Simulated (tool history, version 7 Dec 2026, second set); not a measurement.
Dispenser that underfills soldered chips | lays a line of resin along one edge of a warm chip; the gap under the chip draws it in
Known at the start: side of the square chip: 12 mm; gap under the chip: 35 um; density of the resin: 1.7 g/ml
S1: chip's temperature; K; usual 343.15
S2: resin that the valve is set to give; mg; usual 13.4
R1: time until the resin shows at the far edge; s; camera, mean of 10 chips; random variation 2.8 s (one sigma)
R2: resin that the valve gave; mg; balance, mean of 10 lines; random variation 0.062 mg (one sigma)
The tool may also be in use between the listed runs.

| run | day | S1 | S2 | R1 | R2 |
|---|---|---|---|---|---|
| 1 | 0.000 | 343.15 | 13.4 | 303.2 | 12.86 |
| 2 | 0.117 | 343.15 | 13.4 | 354.6 | 12.79 |
|  | 0.238 | dispensing valve cleaned and set on the balance |
| 3 | 0.288 | 343.15 | 13.4 | 409.2 | 13.44 |
| 4 | 0.462 | 343.15 | 13.4 | 512.8 | 13.28 |
|  | 0.496 | new syringe of resin |
| 5 | 0.596 | 343.15 | 13.4 | 319.5 | 13.30 |
| 6 | 0.842 | 343.15 | 13.4 | 433.2 | 13.26 |
|  | 1.017 | new syringe of resin |
| 7 | 1.017 | 343.15 | 13.4 | 278.9 | 13.38 |
| 8 | 1.188 | 343.15 | 13.8 | 346.7 | 13.52 |
| 9 | 1.288 | 351.15 | 13.8 | 299.7 | 13.68 |
| 10 | 1.454 | 347.15 | 13.4 | 431.5 | 13.17 |
|  | 1.542 | new syringe of resin |
| 11 | 1.625 | 347.15 | 13.4 | 272.7 | 13.16 |
| 12 | 1.754 | 347.15 | 13.4 | 325.2 | 13.18 |
| 13 | 1.950 | 343.15 | 13.6 | 482.3 | 13.25 |
|  | 2.067 | new syringe of resin |
| 14 | 2.117 | 343.15 | 13.6 | 303.7 | 13.24 |
| 15 | 2.342 | 343.15 | 13.6 | 401.5 | 13.18 |
| 16 | 2.533 | 343.15 | 13.6 | 517.2 | 13.23 |
|  | 2.588 | new syringe of resin |
| 17 | 2.792 | 343.15 | 13.6 | 365.6 | 13.02 |
| 18 | 2.929 | 358.15 | 16.0 | 263.8 | 15.30 |
|  | 3.112 | new syringe of resin |
| 19 | 3.171 | 358.15 | 16.0 | 185.7 | 15.50 |
| 20 | 3.392 | 358.15 | 16.0 | 244.7 | 15.27 |

The next listed run, before its measurement:
|  | 3.625 | new syringe of resin |
| 21 | 3.650 | 354.15 | 15.6 | ? | ? |

Run 21 gave R1 201.9 s, R2 14.90 mg.
Without the tool's hidden state the same run would have given R1 186.9 s, R2 15.61 mg.
